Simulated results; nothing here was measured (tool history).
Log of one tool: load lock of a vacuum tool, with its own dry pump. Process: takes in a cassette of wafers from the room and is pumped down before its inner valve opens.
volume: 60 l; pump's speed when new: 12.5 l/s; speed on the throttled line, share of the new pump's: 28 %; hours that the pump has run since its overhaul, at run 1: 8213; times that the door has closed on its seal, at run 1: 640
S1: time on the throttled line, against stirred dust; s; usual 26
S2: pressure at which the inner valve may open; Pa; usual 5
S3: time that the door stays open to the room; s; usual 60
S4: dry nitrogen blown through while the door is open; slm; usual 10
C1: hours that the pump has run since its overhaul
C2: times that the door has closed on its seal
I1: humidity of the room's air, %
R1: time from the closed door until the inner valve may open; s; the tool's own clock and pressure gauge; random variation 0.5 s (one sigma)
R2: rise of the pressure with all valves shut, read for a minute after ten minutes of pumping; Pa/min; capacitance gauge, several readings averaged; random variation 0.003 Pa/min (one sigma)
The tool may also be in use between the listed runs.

{"run": 1, "day": 0.0, "S1": 26, "S2": 5, "S3": 60, "S4": 10, "C1": 8213, "C2": 640, "I1": 46.1, "R1": 70.6, "R2": 0.02}
{"run": 2, "day": 4.088, "S1": 26, "S2": 5, "S3": 60, "S4": 10, "C1": 8311, "C2": 759, "I1": 47.0, "R1": 71.0, "R2": 0.022}
{"run": 3, "day": 7.725, "S1": 26, "S2": 5, "S3": 60, "S4": 8, "C1": 8399, "C2": 865, "I1": 44.7, "R1": 71.0, "R2": 0.021}
{"run": 4, "day": 9.767, "S1": 26, "S2": 5, "S3": 60, "S4": 10, "C1": 8448, "C2": 924, "I1": 42.6, "R1": 70.5, "R2": 0.022}
{"run": 5, "day": 13.058, "S1": 26, "S2": 5, "S3": 60, "S4": 10, "C1": 8527, "C2": 1020, "I1": 45.2, "R1": 70.9, "R2": 0.018}
{"run": 6, "day": 15.779, "S1": 24, "S2": 5, "S3": 60, "S4": 10, "C1": 8592, "C2": 1099, "I1": 41.5, "R1": 71.0, "R2": 0.016}
{"run": 7, "day": 19.067, "S1": 24, "S2": 5, "S3": 60, "S4": 10, "C1": 8671, "C2": 1195, "I1": 44.8, "R1": 70.3, "R2": 0.017}
{"run": 8, "day": 22.867, "S1": 26, "S2": 5, "S3": 49, "S4": 10, "C1": 8762, "C2": 1305, "I1": 43.3, "R1": 72.8, "R2": 0.016}
{"run": 9, "day": 24.821, "S1": 26, "S2": 5, "S3": 49, "S4": 10, "C1": 8809, "C2": 1362, "I1": 43.2, "R1": 72.3, "R2": 0.02}
{"run": 10, "day": 28.45, "S1": 26, "S2": 5, "S3": 49, "S4": 10, "C1": 8896, "C2": 1467, "I1": 45.3, "R1": 72.4, "R2": 0.023}
{"run": 11, "day": 32.108, "S1": 26, "S2": 5, "S3": 49, "S4": 10, "C1": 8984, "C2": 1574, "I1": 43.8, "R1": 71.2, "R2": 0.025}
{"run": 12, "day": 35.275, "S1": 26, "S2": 5, "S3": 49, "S4": 10, "C1": 9060, "C2": 1666, "I1": 43.4, "R1": 71.6, "R2": 0.021}
{"run": 13, "day": 37.562, "S1": 26, "S2": 5, "S3": 60, "S4": 10, "C1": 9115, "C2": 1732, "I1": 42.1, "R1": 72.0, "R2": 0.019}
{"run": 14, "day": 41.942, "S1": 26, "S2": 5, "S3": 60, "S4": 10, "C1": 9220, "C2": 1860, "I1": 47.7, "R1": 71.4, "R2": 0.022}
{"run": 15, "day": 44.938, "S1": 26, "S2": 4, "S3": 60, "S4": 10, "C1": 9292, "C2": 1947, "I1": 45.6, "R1": 74.3, "R2": 0.022}
{"run": 16, "day": 47.417, "S1": 26, "S2": 5, "S3": 60, "S4": 10, "C1": 9351, "C2": 2019, "I1": 43.3, "R1": 71.8, "R2": 0.019}
{"run": 17, "day": 50.796, "S1": 22, "S2": 5, "S3": 60, "S4": 10, "C1": 9432, "C2": 2117, "I1": 43.9, "R1": 69.1, "R2": 0.023}
{"run": 18, "day": 53.867, "S1": 26, "S2": 5, "S3": 60, "S4": 10, "C1": 9506, "C2": 2206, "I1": 46.5, "R1": 72.0, "R2": 0.019}
{"run": 19, "day": 57.817, "S1": 26, "S2": 5, "S3": 60, "S4": 10, "C1": 9601, "C2": 2321, "I1": 49.7, "R1": 72.0, "R2": 0.031}
{"run": 20, "day": 61.7, "S1": 47, "S2": 6, "S3": 42, "S4": 7, "C1": 9694, "C2": 2434, "I1": 48.0, "R1": 85.3, "R2": 0.025}
{"run": 21, "day": 64.758, "S1": 26, "S2": 5, "S3": 37, "S4": 10, "C1": 9768, "C2": 2523, "I1": 45.6, "R1": 72.5, "R2": 0.021}
{"run": 22, "day": 68.175, "S1": 26, "S2": 5, "S3": 37, "S4": 10, "C1": 9849, "C2": 2622, "I1": 44.9, "R1": 72.2, "R2": 0.026}
{"run": 23, "day": 71.9, "S1": 26, "S2": 5, "S3": 37, "S4": 10, "C1": 9939, "C2": 2731, "I1": 43.9, "R1": 72.8, "R2": 0.015}
{"run": 24, "day": 75.408, "S1": 26, "S2": 5, "S3": 217, "S4": 10, "C1": 10023, "C2": 2833, "I1": 47.1, "R1": 71.3, "R2": 0.042}
{"run": 25, "day": 78.083, "S1": 34, "S2": 4, "S3": 33, "S4": 10, "C1": 10087, "C2": 2910, "I1": 47.1, "R1": 80.3, "R2": 0.023}
{"run": 26, "day": 81.833, "S1": 34, "S2": 4, "S3": 33, "S4": 10, "C1": 10177, "C2": 3019, "I1": 46.0, "R1": 79.5, "R2": 0.021}
{"run": 27, "day": 85.746, "S1": 27, "S2": 5, "S3": 76, "S4": 30, "C1": 10271, "C2": 3133, "I1": 45.8, "R1": 73.2, "R2": 0.018}
{"run": 28, "day": 90.092, "S1": 27, "S2": 5, "S3": 76, "S4": 30, "C1": 10375, "C2": 3259, "I1": 50.1, "R1": 73.6, "R2": 0.016}
{"run": 29, "day": 94.438, "S1": 32, "S2": 5, "S3": 76, "S4": 30, "C1": 10480, "C2": 3386, "I1": 44.2, "R1": 77.0, "R2": 0.019}
{"run": 30, "day": 98.6, "S1": 35, "S2": 5, "S3": 71, "S4": 5, "C1": 10580, "C2": 3507, "I1": 46.7, "R1": 79.2, "R2": 0.034}
{"run": 31, "day": 102.583, "S1": 35, "S2": 5, "S3": 71, "S4": 5, "C1": 10675, "C2": 3623, "I1": 44.8, "R1": 78.0, "R2": 0.029}
{"run": 32, "day": 106.071, "S1": 35, "S2": 6, "S3": 227, "S4": 5, "C1": 10759, "C2": 3724, "I1": 46.9, "R1": 77.3, "R2": 0.053}
{"run": 33, "day": 108.529, "S1": 14, "S2": 8, "S3": 46, "S4": 32, "C1": 10818, "C2": 3796, "I1": 43.7, "R1": 62.0, "R2": 0.017}
{"run": 34, "day": 112.75, "S1": 14, "S2": 8, "S3": 46, "S4": 32, "C1": 10919, "C2": 3918, "I1": 43.3, "R1": 62.2, "R2": 0.024}
{"run": 35, "day": 116.762, "S1": 14, "S2": 8, "S3": 46, "S4": 32, "C1": 11016, "C2": 4035, "I1": 44.6, "R1": 62.4, "R2": 0.021}
{"run": 36, "day": 118.775, "S1": 48, "S2": 5, "S3": 60, "S4": 10, "C1": 11064, "C2": 4094, "I1": 47.8, "R1": 87.6, "R2": 0.031}

Forecast each of these 4 alternatives for the next run:
{"run": "A", "day": 121.812, "S1": 48, "S2": 8, "S3": 60, "S4": 10, "C1": 11137, "C2": 4182, "I1": 41.4, "R1": "?", "R2": "?"}
{"run": "B", "day": 121.812, "S1": 51, "S2": 5, "S3": 60, "S4": 27, "C1": 11137, "C2": 4182, "I1": 44.2, "R1": "?", "R2": "?"}
{"run": "C", "day": 121.812, "S1": 48, "S2": 5, "S3": 55, "S4": 10, "C1": 11137, "C2": 4182, "I1": 44.7, "R1": "?", "R2": "?"}
{"run": "D", "day": 121.812, "S1": 19, "S2": 8, "S3": 60, "S4": 15, "C1": 11137, "C2": 4182, "I1": 43.2, "R1": "?", "R2": "?"}

run=A R1=84.8 R2=0.026
run=B R1=88.4 R2=0.024
run=C R1=87.2 R2=0.032
run=D R1=64.7 R2=0.026
Without the tool's hidden state the same runs would have given:
run=A R1=79.9 R2=0.012
run=B R1=83.3 R2=0.010
run=C R1=81.9 R2=0.018
run=D R1=58.6 R2=0.013

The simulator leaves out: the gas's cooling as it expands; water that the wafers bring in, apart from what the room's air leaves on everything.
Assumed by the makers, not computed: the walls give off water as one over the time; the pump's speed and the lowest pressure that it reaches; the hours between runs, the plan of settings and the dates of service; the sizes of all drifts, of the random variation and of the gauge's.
